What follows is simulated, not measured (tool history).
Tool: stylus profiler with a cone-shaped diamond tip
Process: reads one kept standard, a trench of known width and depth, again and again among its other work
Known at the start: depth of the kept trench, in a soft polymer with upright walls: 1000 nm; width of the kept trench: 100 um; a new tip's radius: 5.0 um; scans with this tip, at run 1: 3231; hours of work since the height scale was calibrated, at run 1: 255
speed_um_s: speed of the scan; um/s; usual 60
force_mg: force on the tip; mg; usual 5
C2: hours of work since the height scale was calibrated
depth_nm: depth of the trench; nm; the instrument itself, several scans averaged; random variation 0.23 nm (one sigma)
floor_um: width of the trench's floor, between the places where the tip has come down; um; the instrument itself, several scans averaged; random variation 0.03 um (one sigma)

run 1 hour=0 | speed_um_s=60 force_mg=5 | scans_with_this_tip=3231 C2=255 | depth_nm=1011.23 floor_um=93.31
run 2 hour=16.8 | speed_um_s=60 force_mg=5 | scans_with_this_tip=3376 C2=267 | depth_nm=1011.42 floor_um=93.3
run 3 hour=27.3 | speed_um_s=60 force_mg=5 | scans_with_this_tip=3466 C2=274 | depth_nm=1011.39 floor_um=93.25
run 4 hour=46.3 | speed_um_s=128 force_mg=5 | scans_with_this_tip=3629 C2=287 | depth_nm=1010.94 floor_um=93.14
run 5 hour=57.9 | speed_um_s=60 force_mg=5 | scans_with_this_tip=3729 C2=294 | depth_nm=1011.46 floor_um=93.24
run 6 hour=79.7 | speed_um_s=60 force_mg=8.33 | scans_with_this_tip=3916 C2=309 | depth_nm=1015.79 floor_um=93.21
run 7 hour=96.1 | speed_um_s=60 force_mg=8.33 | scans_with_this_tip=4057 C2=320 | depth_nm=1015.89 floor_um=93.2
run 8 hour=113 | speed_um_s=60 force_mg=8.33 | scans_with_this_tip=4203 C2=332 | depth_nm=1015.62 floor_um=93.19
run 9 hour=126 | speed_um_s=59 force_mg=5 | scans_with_this_tip=4314 C2=341 | depth_nm=1011.24 floor_um=93.09
run 10 hour=140.9 | speed_um_s=59 force_mg=5 | scans_with_this_tip=4442 C2=351 | depth_nm=1011.61 floor_um=93.09
run 11 hour=151.4 | speed_um_s=59 force_mg=5 | scans_with_this_tip=4532 C2=358 | depth_nm=1011.61 floor_um=93.1
run 12 hour=172.9 | speed_um_s=214 force_mg=5 | scans_with_this_tip=4717 C2=372 | depth_nm=1011.63 floor_um=92.75
run 13 hour=193.6 | speed_um_s=214 force_mg=5 | scans_with_this_tip=4894 C2=386 | depth_nm=1011.07 floor_um=92.73
run 14 hour=211.2 | speed_um_s=172 force_mg=5 | scans_with_this_tip=5046 C2=398 | depth_nm=1011.76 floor_um=92.75
run 15 hour=232.2 | speed_um_s=172 force_mg=2.07 | scans_with_this_tip=5226 C2=413 | depth_nm=1007.11 floor_um=92.62
run 16 hour=252.4 | speed_um_s=17 force_mg=5 | scans_with_this_tip=5400 C2=426 | depth_nm=1011.92 floor_um=93.03
run 17 hour=274.3 | speed_um_s=220 force_mg=5 | scans_with_this_tip=5588 C2=441 | depth_nm=1011.45 floor_um=92.61
run 18 hour=290.8 | speed_um_s=60 force_mg=3.44 | scans_with_this_tip=5729 C2=452 | depth_nm=1009.1 floor_um=92.84
run 19 hour=309.2 | speed_um_s=60 force_mg=3.33 | scans_with_this_tip=5887 C2=465 | depth_nm=1009.17 floor_um=92.77
run 20 hour=334.2 | speed_um_s=60 force_mg=3.33 | scans_with_this_tip=6102 C2=482 | depth_nm=1008.9 floor_um=92.75
run 21 hour=348.6 | speed_um_s=60 force_mg=1.97 | scans_with_this_tip=6226 C2=492 | depth_nm=1006.89 floor_um=92.64
run 22 hour=363.2 | speed_um_s=60 force_mg=1.97 | scans_with_this_tip=6351 C2=502 | depth_nm=1006.83 floor_um=92.7
run 23 hour=374.8 | speed_um_s=60 force_mg=1.97 | scans_with_this_tip=6451 C2=509 | depth_nm=1007.04 floor_um=92.64
run 24 hour=395.1 | speed_um_s=115 force_mg=2.29 | scans_with_this_tip=6626 C2=523 | depth_nm=1008.01 floor_um=92.49
run 25 hour=416.2 | speed_um_s=123 force_mg=1.75 | scans_with_this_tip=6807 C2=538 | depth_nm=1006.71 floor_um=92.38
run 26 hour=431.4 | speed_um_s=123 force_mg=1.75 | scans_with_this_tip=6937 C2=548 | depth_nm=1006.27 floor_um=92.41
run 27 hour=456.7 | speed_um_s=39 force_mg=4.58 | scans_with_this_tip=7155 C2=565 | depth_nm=1011.33 floor_um=92.61
run 28 hour=479.2 | speed_um_s=34 force_mg=6.54 | scans_with_this_tip=7348 C2=580 | depth_nm=1013.66 floor_um=92.62
run 29 hour=500.4 | speed_um_s=34 force_mg=6.57 | scans_with_this_tip=7530 C2=595 | depth_nm=1014.22 floor_um=92.58
run 30 hour=522 | speed_um_s=44 force_mg=7.63 | scans_with_this_tip=7716 C2=609 | depth_nm=1015.16 floor_um=92.49
run 31 hour=535.9 | speed_um_s=44 force_mg=7.63 | scans_with_this_tip=7835 C2=619 | depth_nm=1015.64 floor_um=92.53
run 32 hour=559.2 | speed_um_s=117 force_mg=5 | scans_with_this_tip=8035 C2=635 | depth_nm=1012.11 floor_um=92.4
run 33 hour=577.9 | speed_um_s=186 force_mg=8.76 | scans_with_this_tip=8196 C2=647 | depth_nm=1017.16 floor_um=92.31
run 34 hour=590.9 | speed_um_s=60 force_mg=1.91 | scans_with_this_tip=8307 C2=656 | depth_nm=1007.29 floor_um=92.35
run 35 hour=603.6 | speed_um_s=231 force_mg=6.23 | scans_with_this_tip=8416 C2=665 | depth_nm=1013.63 floor_um=92.11
run 36 hour=621.2 | speed_um_s=19 force_mg=4.42 | scans_with_this_tip=8568 C2=677 | depth_nm=1011.72 floor_um=92.44
run 37 hour=636.2 | speed_um_s=19 force_mg=4.42 | scans_with_this_tip=8696 C2=687 | depth_nm=1011.18 floor_um=92.41
run 38 hour=654.9 | speed_um_s=19 force_mg=4.42 | scans_with_this_tip=8857 C2=699 | depth_nm=1011.39 floor_um=92.44
run 39 hour=670.7 | speed_um_s=23 force_mg=9.4 | scans_with_this_tip=8993 C2=710 | depth_nm=1018.36 floor_um=92.39
run 40 hour=688.1 | speed_um_s=77 force_mg=10.96 | scans_with_this_tip=9143 C2=722 | depth_nm=1020.05 floor_um=92.28
run 41 hour=713.3 | speed_um_s=88 force_mg=2.73 | scans_with_this_tip=9359 C2=739 | depth_nm=1008.73 floor_um=92.11
run 42 hour=737.2 | speed_um_s=223 force_mg=12.92 | scans_with_this_tip=9564 C2=755 | depth_nm=1021.7 floor_um=92.07
run 43 hour=761.8 | speed_um_s=223 force_mg=12.92 | scans_with_this_tip=9776 C2=772 | depth_nm=1021.77 floor_um=92.04
run 44 hour=773.4 | speed_um_s=223 force_mg=12.92 | scans_with_this_tip=9875 C2=780 | depth_nm=1021.91 floor_um=92.07
run 45 hour=787.3 | speed_um_s=61 force_mg=12.92 | scans_with_this_tip=9995 C2=789 | depth_nm=1021.88 floor_um=92.17
run 46 hour=805.6 | speed_um_s=68 force_mg=12.92 | scans_with_this_tip=10152 C2=802 | depth_nm=1021.83 floor_um=92.12

4 ways to go on from here, each from the tool as it stands after run 46. What would each give?
-- hour=815.9 height scale calibrated on a step standard
run A hour=828.8 | speed_um_s=40 force_mg=7.92 | scans_with_this_tip=10347 C2=9 | depth_nm=? floor_um=?
-- hour=815.9 height scale calibrated on a step standard
run B hour=828.8 | speed_um_s=131 force_mg=5.86 | scans_with_this_tip=10347 C2=9 | depth_nm=? floor_um=?
-- hour=815.9 height scale calibrated on a step standard
run C hour=828.8 | speed_um_s=67 force_mg=4.22 | scans_with_this_tip=10347 C2=9 | depth_nm=? floor_um=?
-- hour=815.9 height scale calibrated on a step standard
run D hour=828.8 | speed_um_s=124 force_mg=8.19 | scans_with_this_tip=10347 C2=9 | depth_nm=? floor_um=?

run=A depth_nm=1014.91 floor_um=92.17
run=B depth_nm=1011.73 floor_um=91.96
run=C depth_nm=1009.61 floor_um=92.07
run=D depth_nm=1014.92 floor_um=92.04
Without the tool's hidden state the same runs would have given:
run=A depth_nm=1014.82 floor_um=93.96
run=B depth_nm=1011.64 floor_um=93.75
run=C depth_nm=1009.52 floor_um=93.86
run=D depth_nm=1014.83 floor_um=93.83

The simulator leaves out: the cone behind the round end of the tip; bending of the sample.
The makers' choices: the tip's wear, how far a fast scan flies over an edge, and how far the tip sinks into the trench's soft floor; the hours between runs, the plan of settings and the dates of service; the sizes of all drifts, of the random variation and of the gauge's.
